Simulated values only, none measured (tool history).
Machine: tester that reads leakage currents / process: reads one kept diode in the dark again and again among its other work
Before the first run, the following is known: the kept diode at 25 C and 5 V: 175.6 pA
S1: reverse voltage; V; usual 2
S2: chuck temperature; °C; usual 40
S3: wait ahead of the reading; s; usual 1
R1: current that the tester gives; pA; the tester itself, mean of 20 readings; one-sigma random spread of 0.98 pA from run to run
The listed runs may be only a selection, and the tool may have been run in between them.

{"run": 1, "hour": 0.0, "S1": 2, "S2": 40, "S3": 1, "R1": 324.49}
{"run": 2, "hour": 113.3, "S1": 2, "S2": 40, "S3": 1, "R1": 326.29}
{"run": 3, "hour": 254.6, "S1": 2, "S2": 40, "S3": 1, "R1": 325.5}
{"run": 4, "hour": 405.7, "S1": 2, "S2": 40, "S3": 1, "R1": 326.26}
{"run": 5, "hour": 500.6, "S1": 2, "S2": 40, "S3": 1, "R1": 326.1}
{"run": 6, "hour": 636.7, "S1": 2, "S2": 40, "S3": 1, "R1": 325.24}
{"run": 7, "hour": 727.6, "S1": 2, "S2": 40, "S3": 1, "R1": 325.04}
{"run": 8, "hour": 797.6, "S1": 2, "S2": 53, "S3": 1, "R1": 791.3}
{"run": 9, "hour": 934.5, "S1": 2, "S2": 53, "S3": 1, "R1": 798.16}
{"run": 10, "hour": 1093.6, "S1": 2, "S2": 53, "S3": 1, "R1": 793.94}
{"run": 11, "hour": 1161.7, "S1": 2, "S2": 53, "S3": 1, "R1": 795.25}
{"run": 12, "hour": 1302.3, "S1": 2, "S2": 53, "S3": 1, "R1": 796.92}
{"run": 13, "hour": 1438.7, "S1": 2, "S2": 53, "S3": 1, "R1": 793.23}
{"run": 14, "hour": 1582.7, "S1": 2, "S2": 53, "S3": 1, "R1": 795.26}
{"run": 15, "hour": 1661.1, "S1": 2, "S2": 53, "S3": 1, "R1": 791.64}
{"run": 16, "hour": 1823.0, "S1": 2, "S2": 53, "S3": 1, "R1": 797.5}
{"run": 17, "hour": 1984.6, "S1": 7, "S2": 40, "S3": 1, "R1": 658.04}
{"run": 18, "hour": 2123.7, "S1": 2, "S2": 40, "S3": 1, "R1": 324.54}
{"run": 19, "hour": 2223.3, "S1": 2, "S2": 40, "S3": 1, "R1": 324.74}
{"run": 20, "hour": 2312.7, "S1": 2, "S2": 40, "S3": 1, "R1": 324.16}
{"run": 21, "hour": 2430.3, "S1": 2, "S2": 40, "S3": 1, "R1": 325.13}
{"run": 22, "hour": 2498.3, "S1": 1.59, "S2": 29, "S3": 3.97, "R1": 125.94}
{"run": 23, "hour": 2649.0, "S1": 1.59, "S2": 29, "S3": 3.97, "R1": 126.2}
{"run": 24, "hour": 2758.1, "S1": 9.61, "S2": 52, "S3": 8.97, "R1": 1785.83}
{"run": 25, "hour": 2846.8, "S1": 3.87, "S2": 32, "S3": 8.97, "R1": 260.13}
{"run": 26, "hour": 2968.4, "S1": 3.41, "S2": 44, "S3": 0.86, "R1": 586.27}
{"run": 27, "hour": 3130.9, "S1": 19.5, "S2": 21, "S3": 0.5, "R1": 283.02}
{"run": 28, "hour": 3202.4, "S1": 2.67, "S2": 28, "S3": 0.5, "R1": 157.92}
{"run": 29, "hour": 3365.3, "S1": 8.17, "S2": 22, "S3": 0.93, "R1": 185.4}
{"run": 30, "hour": 3499.6, "S1": 8.17, "S2": 22, "S3": 0.93, "R1": 183.72}
{"run": 31, "hour": 3662.5, "S1": 4.48, "S2": 28, "S3": 1, "R1": 210.26}
{"run": 32, "hour": 3823.6, "S1": 1.78, "S2": 57, "S3": 3.28, "R1": 969.98}
{"run": 33, "hour": 3978.6, "S1": 1.78, "S2": 57, "S3": 3.28, "R1": 969.47}
{"run": 34, "hour": 4102.6, "S1": 1.9, "S2": 42, "S3": 0.46, "R1": 365.45}
{"run": 35, "hour": 4241.9, "S1": 3.03, "S2": 58, "S3": 2.28, "R1": 1398.9}
{"run": 36, "hour": 4329.9, "S1": 3.03, "S2": 58, "S3": 2.28, "R1": 1384.13}
{"run": 37, "hour": 4480.2, "S1": 3.03, "S2": 58, "S3": 2.28, "R1": 1393.86}
{"run": 38, "hour": 4579.3, "S1": 2.03, "S2": 25, "S3": 1, "R1": 106.42}
{"run": 39, "hour": 4708.3, "S1": 17.64, "S2": 34, "S3": 1.1, "R1": 713.95}

Removed from this log: 4 entries logged between the listed runs. Between which two listed runs does each belong, and how does the tool's hidden state at the listed run before it compare with that at the listed run after it?
In the gap between runs 8 and 9: chuck's temperature calibrated (hour 818.9)
  true chuck temperature over the reading, C: -0.02 -> 0
  what was measured, less what the result would be without the hidden state, R1: -0.92 -> +0.24 pA
In the gap between runs 15 and 16: tester calibrated (hour 1675.5)
  stray current of the dirty probe card, pA a volt: 0.041 -> 0.042; current scale over the true one, %: 0.03 -> 0
  what was measured, less what the result would be without the hidden state, R1: -0.08 -> -0.37 pA
In the gap between runs 20 and 21: probe card cleaned and baked (hour 2407)
  stray current of the dirty probe card, pA a volt: 0.044 -> 0.02
  what was measured, less what the result would be without the hidden state, R1: -0.24 -> -0.31 pA
In the gap between runs 26 and 27: chuck's temperature calibrated (hour 3000.7)
  true chuck temperature over the reading, C: -0.02 -> 0
  what was measured, less what the result would be without the hidden state, R1: -0.73 -> +0.06 pA
